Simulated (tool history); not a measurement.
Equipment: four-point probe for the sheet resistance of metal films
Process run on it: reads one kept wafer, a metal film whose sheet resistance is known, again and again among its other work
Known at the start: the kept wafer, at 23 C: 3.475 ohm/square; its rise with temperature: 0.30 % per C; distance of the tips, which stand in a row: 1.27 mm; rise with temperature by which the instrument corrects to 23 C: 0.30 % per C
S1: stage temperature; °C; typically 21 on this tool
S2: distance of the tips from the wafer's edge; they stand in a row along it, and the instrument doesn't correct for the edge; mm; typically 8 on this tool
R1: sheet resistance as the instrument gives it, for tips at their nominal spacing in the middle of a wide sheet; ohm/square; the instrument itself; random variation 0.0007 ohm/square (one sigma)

run    hour  S1  S2        R1
  1       0  21   8  3.522261
  2    71.2  21   8  3.521584
  3   146.8  21   8   3.52146
  4   253.5  21   8  3.522046
  5   310.4  19   8  3.520412
  6   415.6  22   8  3.522017
  7   479.2  22   8   3.52281
  8   562.4  22  14  3.492269
  9   646.2  22  14  3.490641
 10   700.3  21  15  3.487604
 11   753.8  21  18  3.484639
 12   818.1  21  18  3.484438
 13     926  21  15   3.48853
 14   988.9  21  15   3.48924
 15  1039.6  26  11  3.500077
 16    1094  26  11  3.500573
     1168.8  -- stage's thermometer calibrated
     1187.6  -- new probe head fitted
 17  1203.5  27  19  3.482471
 18  1295.6  23  19   3.48254
 19  1421.2  23  19  3.483091
 20  1491.6  31  15  3.489085
 21  1601.6  31  15    3.4874
 22  1682.5  24   4  3.653775
 23    1740  24   4  3.652971
 24  1797.4  22  25  3.481385
 25  1903.6  22  25  3.480391
 26  1954.8  29   7  3.535801
 27  2056.1  26   4  3.653336

Branching from run 27: 4 alternative next runs. What would each branch give?
  A  2182.4  23   3   ?
  B  2182.4  20   4   ?
  C  2182.4  34   3   ?
  D  2182.4  26  10   ?

run        R1
  A  3.778434
  B   3.65324
  C  3.776941
  D  3.505621
What these runs would have given with no unlogged condition in the tool:
run        R1
  A  3.777996
  B  3.652815
  C  3.776503
  D  3.505212

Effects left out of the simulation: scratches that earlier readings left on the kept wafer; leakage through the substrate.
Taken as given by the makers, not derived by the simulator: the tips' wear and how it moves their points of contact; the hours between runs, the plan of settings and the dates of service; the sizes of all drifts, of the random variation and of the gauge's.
